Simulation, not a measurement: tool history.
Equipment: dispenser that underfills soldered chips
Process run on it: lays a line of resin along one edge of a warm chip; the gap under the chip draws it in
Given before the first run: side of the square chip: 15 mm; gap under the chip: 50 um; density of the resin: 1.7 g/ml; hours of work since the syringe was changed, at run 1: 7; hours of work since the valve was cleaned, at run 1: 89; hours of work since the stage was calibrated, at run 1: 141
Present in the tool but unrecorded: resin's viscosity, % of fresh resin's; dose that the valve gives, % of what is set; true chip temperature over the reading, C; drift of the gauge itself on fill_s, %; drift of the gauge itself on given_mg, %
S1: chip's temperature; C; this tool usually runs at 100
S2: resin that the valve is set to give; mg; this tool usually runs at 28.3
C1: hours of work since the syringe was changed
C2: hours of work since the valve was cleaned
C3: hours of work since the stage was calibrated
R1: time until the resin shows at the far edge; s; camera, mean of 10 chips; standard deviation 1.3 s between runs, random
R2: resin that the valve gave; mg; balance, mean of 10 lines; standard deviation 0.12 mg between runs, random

run   hour   S1    S2  C1   C2   C3     R1     R2
  1      0  100  28.3   7   89  141  225.5  26.57
       6.8  -- new syringe of resin
  2    8.3  100  28.3   1   94  146  135.1  26.82
  3   14.8  100  28.3   5   98  150  183.9  26.71
  4   20.8  100  28.3   9  102  154  240.3   26.8
      25.2  -- new syringe of resin
  5   25.8  100  28.3   0  105  157  134.7   26.7
  6   29.4   89  28.3   3  107  159  264.8  26.57
  7   35.1   89  28.3   6  111  163  334.1  26.55
        38  -- dispensing valve cleaned and set on the balance
  8   41.6   89  28.3  10    2  166  436.9  28.25
      44.5  -- new syringe of resin
  9   46.3   89  28.3   1    5  169  229.2  28.33
 10   54.2  100  26.6   6   10  174  202.8   26.4
 11     62  100  28.3  11   15  179  283.3  27.97
      62.7  -- new syringe of resin
 12   67.5  100  28.3   3   18  182    164  28.16
 13   73.6   86  28.3   7   22  186  404.8  28.18
 14   77.6   86  32.6   9   25  188  475.8  32.36
      81.1  -- new syringe of resin
 15   83.4  107  32.6   1   28  192    105  32.09
 16     91  107  32.6   6   33  197  150.8  31.96
 17   96.3  100  28.3  10   36  200  264.9  27.71
      99.8  -- new syringe of resin
 18  101.5  100  28.3   1   39  203  145.2  27.58
 19  105.9   94  27.4   4   42  206  233.8  26.54
 20  112.8   94  27.4   8   46  210  318.3  26.87
     118.2  -- new syringe of resin
 21  118.2   86  28.3   0   50  214  250.4  27.67
 22  122.7   86  28.3   3   53  216  308.4  27.52
 23  128.3   86  28.3   6   56  220  385.3  27.38
 24  133.8  101  33.4  10   60  223    250  32.38
     136.8  -- new syringe of resin
 25  138.3  101  33.4   1   62  226  134.9   32.1
 26  145.7  100  34.6   6   67  231  197.5  33.34
 27  153.3  100  34.6  10   72  235  281.9  33.26
     155.3  -- new syringe of resin
 28  159.1  100  34.6   2   75  239  154.2  33.28

Predict the results of run 29:
 29  167.2  103  26.1   8  80  244   ?   ?

Run 29 came out at R1 207.4 s, R2 24.95 mg.
Had the tool carried no hidden state, the very same run would have given R1 111.3 s, R2 26.09 mg.

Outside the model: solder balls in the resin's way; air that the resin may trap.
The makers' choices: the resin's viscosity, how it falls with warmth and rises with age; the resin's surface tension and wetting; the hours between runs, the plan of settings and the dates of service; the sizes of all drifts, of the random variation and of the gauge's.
